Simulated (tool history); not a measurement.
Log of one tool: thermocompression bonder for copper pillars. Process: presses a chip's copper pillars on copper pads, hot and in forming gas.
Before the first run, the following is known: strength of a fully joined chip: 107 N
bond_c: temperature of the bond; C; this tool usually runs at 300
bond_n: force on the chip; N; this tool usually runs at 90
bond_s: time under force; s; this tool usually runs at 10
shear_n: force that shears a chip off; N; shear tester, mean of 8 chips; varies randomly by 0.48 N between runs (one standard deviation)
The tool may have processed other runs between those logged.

run 1 hour=0 | bond_c=300 bond_n=90 bond_s=10 | shear_n=55
run 2 hour=16.4 | bond_c=310 bond_n=90 bond_s=10 | shear_n=59.5
run 3 hour=38 | bond_c=300 bond_n=90 bond_s=10 | shear_n=54.4
run 4 hour=58.6 | bond_c=300 bond_n=90 bond_s=10 | shear_n=54
run 5 hour=75.2 | bond_c=300 bond_n=90 bond_s=10 | shear_n=55.2
run 6 hour=86.3 | bond_c=300 bond_n=90 bond_s=10 | shear_n=53.7
run 7 hour=100.3 | bond_c=300 bond_n=90 bond_s=10 | shear_n=53.8
run 8 hour=126.8 | bond_c=300 bond_n=90 bond_s=20 | shear_n=66.2
run 9 hour=150.9 | bond_c=300 bond_n=123 bond_s=10 | shear_n=67.2
run 10 hour=162.8 | bond_c=300 bond_n=90 bond_s=10 | shear_n=53.7
run 11 hour=189 | bond_c=300 bond_n=92 bond_s=10 | shear_n=53.7
run 12 hour=212.7 | bond_c=300 bond_n=90 bond_s=10 | shear_n=52.8
run 13 hour=239.3 | bond_c=300 bond_n=90 bond_s=10 | shear_n=52.6
run 14 hour=264.3 | bond_c=300 bond_n=90 bond_s=10 | shear_n=53.4
run 15 hour=290.8 | bond_c=300 bond_n=90 bond_s=10 | shear_n=52.7
run 16 hour=312.6 | bond_c=291 bond_n=95 bond_s=6 | shear_n=41.3
run 17 hour=326.7 | bond_c=291 bond_n=95 bond_s=6 | shear_n=41.7
run 18 hour=338.6 | bond_c=291 bond_n=95 bond_s=6 | shear_n=41.6
-- hour=342.3 heater calibrated with a thermocouple chip
run 19 hour=366.7 | bond_c=325 bond_n=59 bond_s=13 | shear_n=51.6
-- hour=373 forming gas filter changed
run 20 hour=383.4 | bond_c=312 bond_n=69 bond_s=18 | shear_n=64.8
run 21 hour=410.7 | bond_c=300 bond_n=107 bond_s=10 | shear_n=65.7
run 22 hour=424.9 | bond_c=305 bond_n=128 bond_s=5 | shear_n=65.3
run 23 hour=444.6 | bond_c=300 bond_n=60 bond_s=10 | shear_n=39.9
run 24 hour=465.3 | bond_c=327 bond_n=60 bond_s=10 | shear_n=54.7
run 25 hour=487.2 | bond_c=327 bond_n=60 bond_s=10 | shear_n=53.7
-- hour=508.7 heater calibrated with a thermocouple chip, once more
run 26 hour=513.5 | bond_c=327 bond_n=80 bond_s=16 | shear_n=71.5
run 27 hour=526.7 | bond_c=318 bond_n=62 bond_s=9 | shear_n=44.6

Predict each of these 3 candidate next runs independently; none follows another, all start after run 27:
run A hour=540.3 | bond_c=284 bond_n=99 bond_s=13 | shear_n=?
run B hour=540.3 | bond_c=320 bond_n=108 bond_s=6 | shear_n=?
run C hour=540.3 | bond_c=302 bond_n=110 bond_s=11 | shear_n=?

run=A shear_n=52.7
run=B shear_n=62.9
run=C shear_n=65.7
Stripped of hidden state, with their random variation kept, the same runs would have yielded:
run=A shear_n=52.5
run=B shear_n=63
run=C shear_n=65.8
